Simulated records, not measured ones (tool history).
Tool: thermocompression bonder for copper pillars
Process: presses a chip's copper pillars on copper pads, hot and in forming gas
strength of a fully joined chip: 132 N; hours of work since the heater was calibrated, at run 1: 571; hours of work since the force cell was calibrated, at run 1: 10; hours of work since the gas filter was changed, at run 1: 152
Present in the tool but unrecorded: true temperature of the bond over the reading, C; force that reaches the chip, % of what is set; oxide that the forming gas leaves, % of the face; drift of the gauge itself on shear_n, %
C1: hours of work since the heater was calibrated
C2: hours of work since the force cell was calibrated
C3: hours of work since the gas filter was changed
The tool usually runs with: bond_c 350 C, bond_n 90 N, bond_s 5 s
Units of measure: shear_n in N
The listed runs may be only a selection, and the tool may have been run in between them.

run 1 day=0 | bond_c=350 bond_n=90 bond_s=5 | C1=571 C2=10 C3=152 | shear_n=76.1
run 2 day=0.371 | bond_c=350 bond_n=90 bond_s=5 | C1=575 C2=15 C3=157 | shear_n=73.7
run 3 day=0.738 | bond_c=350 bond_n=90 bond_s=5 | C1=580 C2=19 C3=161 | shear_n=75.1
run 4 day=1.308 | bond_c=350 bond_n=111 bond_s=5 | C1=587 C2=26 C3=168 | shear_n=84
run 5 day=1.846 | bond_c=350 bond_n=111 bond_s=3 | C1=594 C2=33 C3=175 | shear_n=70.8
run 6 day=2.462 | bond_c=360 bond_n=90 bond_s=5 | C1=601 C2=41 C3=183 | shear_n=81.5
run 7 day=2.908 | bond_c=350 bond_n=90 bond_s=5 | C1=607 C2=46 C3=188 | shear_n=72.7
run 8 day=3.325 | bond_c=350 bond_n=90 bond_s=5 | C1=612 C2=51 C3=193 | shear_n=71.7
run 9 day=3.762 | bond_c=350 bond_n=90 bond_s=13 | C1=618 C2=57 C3=199 | shear_n=94.4
run 10 day=4.242 | bond_c=350 bond_n=90 bond_s=13 | C1=624 C2=63 C3=205 | shear_n=93
run 11 day=4.817 | bond_c=350 bond_n=90 bond_s=5 | C1=631 C2=70 C3=212 | shear_n=72.4
run 12 day=5.212 | bond_c=350 bond_n=90 bond_s=5 | C1=636 C2=75 C3=217 | shear_n=71.9
run 13 day=5.812 | bond_c=350 bond_n=90 bond_s=5 | C1=643 C2=82 C3=224 | shear_n=71.4
run 14 day=6.296 | bond_c=350 bond_n=90 bond_s=5 | C1=649 C2=88 C3=230 | shear_n=70.9
run 15 day=6.558 | bond_c=350 bond_n=55 bond_s=5 | C1=653 C2=92 C3=234 | shear_n=51.6
run 16 day=6.888 | bond_c=350 bond_n=55 bond_s=5 | C1=657 C2=96 C3=238 | shear_n=52.7
run 17 day=7.275 | bond_c=350 bond_n=55 bond_s=5 | C1=661 C2=101 C3=243 | shear_n=50.8
run 18 day=7.833 | bond_c=350 bond_n=55 bond_s=4 | C1=668 C2=108 C3=250 | shear_n=46.7
run 19 day=8.388 | bond_c=350 bond_n=55 bond_s=4 | C1=675 C2=115 C3=257 | shear_n=45.8
run 20 day=8.7 | bond_c=350 bond_n=90 bond_s=7 | C1=679 C2=118 C3=260 | shear_n=78.5
run 21 day=9.175 | bond_c=322 bond_n=70 bond_s=11 | C1=685 C2=124 C3=266 | shear_n=56.4

Run 22, settings as shown, results not yet in. Your forecast:
run 22 day=9.675 | bond_c=350 bond_n=60 bond_s=5 | C1=691 C2=131 C3=273 | shear_n=?

{"run 22": {"shear_n": 54.8}}
Take away the tool's hidden state, keep the run-to-run variation as it was, and the same run would have given shear_n 61.9 N.

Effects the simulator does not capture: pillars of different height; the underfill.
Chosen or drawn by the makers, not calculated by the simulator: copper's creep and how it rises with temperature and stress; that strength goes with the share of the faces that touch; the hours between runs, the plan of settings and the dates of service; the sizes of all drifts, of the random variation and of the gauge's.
